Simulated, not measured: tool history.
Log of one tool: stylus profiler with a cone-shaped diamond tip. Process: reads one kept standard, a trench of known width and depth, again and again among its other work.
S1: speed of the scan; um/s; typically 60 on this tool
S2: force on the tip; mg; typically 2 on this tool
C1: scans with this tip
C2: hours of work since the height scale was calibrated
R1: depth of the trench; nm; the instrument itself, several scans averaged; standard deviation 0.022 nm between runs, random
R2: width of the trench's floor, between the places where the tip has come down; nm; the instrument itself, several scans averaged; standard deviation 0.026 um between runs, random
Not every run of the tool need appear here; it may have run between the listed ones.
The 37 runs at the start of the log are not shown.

run	hour	S1	S2	C1	C2	R1	R2
38	1016.4	191	2.24	11440	346	100.97	17130
39	1033	191	2.24	11563	357	100.97	17180
40	1070.1	142	3.52	11836	380	101.28	17700
41	1090.8	152	4.4	11988	394	101.51	17680
42	1120.9	16	4.4	12209	413	101.52	18390
43	1155.9	17	3.43	12467	435	101.33	18350
44	1193.1	153	4.56	12741	459	101.6	17660
45	1216.7	153	4.56	12914	474	101.57	17710
46	1249.1	48	1.52	13153	495	100.81	17990

Alternative continuations, all from the tool just after run 46; predict every row:
A	1283.2	17	2.15	13404	517	?	?
B	1283.2	108	4.91	13404	517	?	?
C	1283.2	22	1.52	13404	517	?	?
D	1283.2	24	2	13404	517	?	?

run	R1	R2
A	101.01	18270
B	101.66	17940
C	100.82	18220
D	100.99	18210
With no hidden state in the tool, these same runs would have given:
run	R1	R2
A	100.87	18630
B	101.52	18300
C	100.68	18580
D	100.85	18560

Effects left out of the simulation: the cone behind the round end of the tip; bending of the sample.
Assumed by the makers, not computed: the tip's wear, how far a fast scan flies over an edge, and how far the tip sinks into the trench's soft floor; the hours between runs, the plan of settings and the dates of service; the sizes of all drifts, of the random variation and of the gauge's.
